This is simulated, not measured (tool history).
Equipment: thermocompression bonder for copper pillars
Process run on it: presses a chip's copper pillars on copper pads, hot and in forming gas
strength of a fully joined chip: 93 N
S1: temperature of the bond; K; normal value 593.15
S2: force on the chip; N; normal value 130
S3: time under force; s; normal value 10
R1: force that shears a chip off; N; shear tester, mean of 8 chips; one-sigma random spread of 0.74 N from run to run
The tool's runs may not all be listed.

| run | hour | S1 | S2 | S3 | R1 |
|---|---|---|---|---|---|
| 1 | 0.0 | 593.15 | 130 | 10 | 57.1 |
| 2 | 19.9 | 593.15 | 130 | 10 | 56.5 |
| 3 | 35.0 | 593.15 | 130 | 10 | 56.6 |
| 4 | 57.2 | 593.15 | 80 | 10 | 40.8 |
| 5 | 77.7 | 593.15 | 80 | 10 | 40.5 |
|  | 91.3 | forming gas filter changed |
| 6 | 93.0 | 593.15 | 90 | 10 | 46.2 |
| 7 | 107.2 | 593.15 | 90 | 10 | 45.2 |
| 8 | 126.2 | 593.15 | 90 | 10 | 46.3 |
| 9 | 147.1 | 593.15 | 90 | 10 | 46.0 |
| 10 | 165.4 | 593.15 | 90 | 10 | 46.0 |
| 11 | 184.4 | 593.15 | 130 | 10 | 58.2 |
| 12 | 202.3 | 593.15 | 130 | 10 | 57.9 |
| 13 | 216.9 | 593.15 | 80 | 10 | 42.4 |
| 14 | 231.9 | 593.15 | 130 | 17 | 68.2 |
| 15 | 245.6 | 593.15 | 130 | 17 | 66.2 |
| 16 | 266.9 | 593.15 | 130 | 10 | 57.7 |
| 17 | 284.3 | 578.15 | 111 | 16 | 53.4 |
| 18 | 306.8 | 589.15 | 130 | 22 | 67.1 |

The next listed run, before its measurement:
| 19 | 321.6 | 589.15 | 130 | 22 | ? |

{"run 19": {"R1": 69.7}}
Minus the tool's unlogged condition, the same run would have read R1 69.0 N.
